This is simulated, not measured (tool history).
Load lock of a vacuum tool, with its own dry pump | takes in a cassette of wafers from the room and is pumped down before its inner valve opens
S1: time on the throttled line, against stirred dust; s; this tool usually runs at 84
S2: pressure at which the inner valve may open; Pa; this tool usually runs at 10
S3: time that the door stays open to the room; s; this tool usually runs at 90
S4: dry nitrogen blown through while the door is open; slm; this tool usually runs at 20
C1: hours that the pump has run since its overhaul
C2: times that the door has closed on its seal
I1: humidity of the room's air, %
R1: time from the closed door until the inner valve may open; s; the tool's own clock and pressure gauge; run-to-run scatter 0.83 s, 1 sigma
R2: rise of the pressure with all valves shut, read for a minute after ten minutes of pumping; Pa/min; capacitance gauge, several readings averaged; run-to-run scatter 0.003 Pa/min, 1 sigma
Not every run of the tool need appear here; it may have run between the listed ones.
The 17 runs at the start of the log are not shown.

{"run": 18, "hour": 4666.6, "S1": 84, "S2": 10, "S3": 90, "S4": 20, "C1": 16569, "C2": 22619, "I1": 48.4, "R1": 137.5, "R2": 0.213}
{"run": 19, "hour": 4878.5, "S1": 84, "S2": 10, "S3": 90, "S4": 20, "C1": 16781, "C2": 22920, "I1": 48.4, "R1": 136.1, "R2": 0.218}
{"run": 20, "hour": 5067.5, "S1": 84, "S2": 16, "S3": 41, "S4": 20, "C1": 16970, "C2": 23187, "I1": 42.8, "R1": 133.6, "R2": 0.219}
{"run": 21, "hour": 5295.6, "S1": 84, "S2": 16, "S3": 41, "S4": 20, "C1": 17198, "C2": 23510, "I1": 44.3, "R1": 134.2, "R2": 0.215}
{"run": 22, "hour": 5482.5, "S1": 84, "S2": 16, "S3": 41, "S4": 25, "C1": 17385, "C2": 23775, "I1": 46.6, "R1": 135.2, "R2": 0.222}
{"run": 23, "hour": 5863.9, "S1": 145, "S2": 10, "S3": 90, "S4": 20, "C1": 17766, "C2": 24316, "I1": 45.6, "R1": 189.9, "R2": 0.231}
{"run": 24, "hour": 6075.4, "S1": 54, "S2": 10, "S3": 173, "S4": 20, "C1": 17978, "C2": 24615, "I1": 45.5, "R1": 112.1, "R2": 0.244}
{"run": 25, "hour": 6279.0, "S1": 87, "S2": 10, "S3": 90, "S4": 30, "C1": 18181, "C2": 24904, "I1": 44.9, "R1": 141.6, "R2": 0.234}
{"run": 26, "hour": 6498.3, "S1": 84, "S2": 13, "S3": 32, "S4": 20, "C1": 18401, "C2": 25215, "I1": 43.9, "R1": 136.5, "R2": 0.238}
{"run": 27, "hour": 6675.2, "S1": 84, "S2": 10, "S3": 32, "S4": 30, "C1": 18578, "C2": 25465, "I1": 44.7, "R1": 137.8, "R2": 0.242}
{"run": 28, "hour": 6913.3, "S1": 84, "S2": 10, "S3": 32, "S4": 30, "C1": 18816, "C2": 25803, "I1": 44.7, "R1": 138.8, "R2": 0.248}
{"run": 29, "hour": 7212.5, "S1": 84, "S2": 10, "S3": 32, "S4": 30, "C1": 19115, "C2": 26227, "I1": 46.6, "R1": 139.5, "R2": 0.248}
{"run": 30, "hour": 7409.6, "S1": 84, "S2": 10, "S3": 32, "S4": 30, "C1": 19312, "C2": 26506, "I1": 45.3, "R1": 139.8, "R2": 0.263}

For run 31, what comes out?
{"run": 31, "hour": 7776.2, "S1": 47, "S2": 12, "S3": 63, "S4": 15, "C1": 19679, "C2": 27025, "I1": 46.3, "R1": "?", "R2": "?"}

{"run 31": {"R1": 105.7, "R2": 0.279}}
Take away the tool's hidden state, keep the run-to-run variation as it was, and the same run would have given R1 94.0 s, R2 0.017 Pa/min.
